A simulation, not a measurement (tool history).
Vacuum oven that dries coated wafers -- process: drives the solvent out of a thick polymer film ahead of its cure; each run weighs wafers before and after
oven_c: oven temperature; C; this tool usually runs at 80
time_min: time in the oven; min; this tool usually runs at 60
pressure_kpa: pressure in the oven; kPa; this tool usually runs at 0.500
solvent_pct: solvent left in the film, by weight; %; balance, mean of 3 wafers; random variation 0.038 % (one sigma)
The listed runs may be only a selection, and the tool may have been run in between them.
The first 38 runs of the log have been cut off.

run    hour  oven_c  time_min  pressure_kpa  solvent_pct
 39  1544.4      70        36         0.980         6.53
 40  1573.8      67        53         1.504         6.34
 41  1600.5      81        77         0.486         0.73
 42  1648.6      81        77         0.486         0.69
 43  1694.3      66       105         0.486         3.11
 44  1745.0      66       105         0.521         3.16
 45  1770.6      66       105         0.521         3.10
 46  1817.6      80        60         0.312         1.21

3 ways to go on from here, each from the tool as it stands after run 46. What would each give?
  A  1842.0      93        89         0.561            ?
  B  1842.0      72        60         0.312            ?
  C  1842.0      84        68         0.500            ?

run  solvent_pct
  A         0.30
  B         3.31
  C         0.51
What these runs would have given with no unlogged condition in the tool:
run  solvent_pct
  A         0.25
  B         2.87
  C         0.37
